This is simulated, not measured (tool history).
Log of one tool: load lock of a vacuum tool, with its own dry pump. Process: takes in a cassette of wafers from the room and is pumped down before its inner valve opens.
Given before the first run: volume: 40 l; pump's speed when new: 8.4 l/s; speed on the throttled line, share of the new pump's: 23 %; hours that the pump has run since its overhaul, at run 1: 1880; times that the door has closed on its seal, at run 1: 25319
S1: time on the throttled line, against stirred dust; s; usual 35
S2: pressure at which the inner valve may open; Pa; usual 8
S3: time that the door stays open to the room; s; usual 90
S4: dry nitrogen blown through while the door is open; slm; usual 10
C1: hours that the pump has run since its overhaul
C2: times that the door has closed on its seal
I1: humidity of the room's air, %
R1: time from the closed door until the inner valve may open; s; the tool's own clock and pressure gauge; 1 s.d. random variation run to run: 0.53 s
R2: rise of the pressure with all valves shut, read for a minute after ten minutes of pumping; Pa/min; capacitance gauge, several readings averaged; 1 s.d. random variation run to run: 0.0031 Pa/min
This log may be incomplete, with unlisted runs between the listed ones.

run	hour	S1	S2	S3	S4	C1	C2	I1	R1	R2
1	0.0	35	8	90	10	1880	25319	46.1	73.2	0.071
2	350.4	28	8	90	10	2231	26362	47.4	67.0	0.071
3	643.0	56	8	90	10	2523	27232	44.1	88.0	0.072
4	1090.0	56	8	90	10	2970	28562	47.1	88.9	0.084
5	1398.4	56	8	90	10	3279	29480	48.3	88.9	0.081
6	1742.0	56	8	90	10	3622	30502	44.0	88.6	0.064
7	2192.0	56	8	90	10	4072	31841	42.4	88.6	0.064
8	2486.0	56	8	90	10	4366	32715	44.1	87.9	0.071
9	2676.4	35	8	90	10	4557	33282	45.8	71.7	0.068
10	3104.8	35	8	90	42	4985	34556	45.3	72.7	0.044
11	3317.8	35	12	90	10	5198	35190	41.8	70.3	0.064
12	3533.8	35	8	90	10	5414	35832	46.0	72.9	0.073
13	3723.4	35	8	90	7	5604	36397	45.3	73.3	0.072
14	4037.3	35	8	90	7	5917	37331	43.8	72.7	0.069
15	4412.1	35	8	90	7	6292	38446	46.7	73.2	0.079
16	4669.1	35	8	90	7	6549	39210	45.6	71.8	0.078
17	4860.8	35	8	90	7	6741	39780	46.4	73.0	0.075
18	5170.8	35	8	90	7	7051	40703	46.2	72.6	0.079
19	5570.5	35	8	90	7	7451	41892	42.9	72.4	0.073
20	5838.6	24	12	90	17	7719	42689	45.0	62.5	0.064
21	6223.3	24	8	90	26	8103	43834	43.7	64.0	0.049
22	6601.1	55	8	220	10	8481	44958	45.2	87.9	0.136
23	6859.7	26	8	65	10	8740	45727	43.2	65.9	0.055
24	7128.1	35	8	28	44	9008	46526	44.8	72.8	0.021
25	7482.0	20	8	90	31	9362	47579	45.2	61.8	0.050
# hour 7843.2: dry pump taken out, an overhauled one fitted
26	7908.0	40	8	90	10	65	48828	45.3	76.9	0.069
27	8133.9	23	8	75	10	291	49500	43.3	63.3	0.066
28	8516.1	35	8	132	10	673	50637	46.7	73.1	0.095
29	8938.6	35	6	132	10	1095	51894	42.4	74.3	0.091
30	9228.9	35	6	132	10	1386	52758	45.4	74.7	0.094
31	9526.8	35	6	132	10	1684	53644	44.1	74.7	0.094
32	9754.8	50	10	132	10	1912	54322	43.8	83.5	0.089
33	9996.9	50	10	132	10	2154	55043	45.0	82.6	0.091
34	10352.7	23	7	27	10	2509	56101	42.5	64.1	0.029
35	10693.7	25	7	49	27	2851	57116	39.5	65.4	0.028
36	11011.9	35	9	70	32	3169	58062	45.8	72.3	0.040
37	11339.2	35	8	141	10	3496	59036	46.4	72.2	0.102
38	11707.6	19	7	141	10	3864	60132	46.0	60.7	0.102

3 ways to go on from here, each from the tool as it stands after run 38. What would each give?
A	11974.5	20	7	103	6	4131	60926	46.9	?	?
B	11974.5	64	8	90	10	4131	60926	45.5	?	?
C	11974.5	35	6	72	10	4131	60926	46.5	?	?

run	R1	R2
A	62.4	0.090
B	94.0	0.072
C	73.5	0.061
Without the tool's hidden state the same runs would have given:
run	R1	R2
A	62.4	0.089
B	94.0	0.071
C	73.5	0.060

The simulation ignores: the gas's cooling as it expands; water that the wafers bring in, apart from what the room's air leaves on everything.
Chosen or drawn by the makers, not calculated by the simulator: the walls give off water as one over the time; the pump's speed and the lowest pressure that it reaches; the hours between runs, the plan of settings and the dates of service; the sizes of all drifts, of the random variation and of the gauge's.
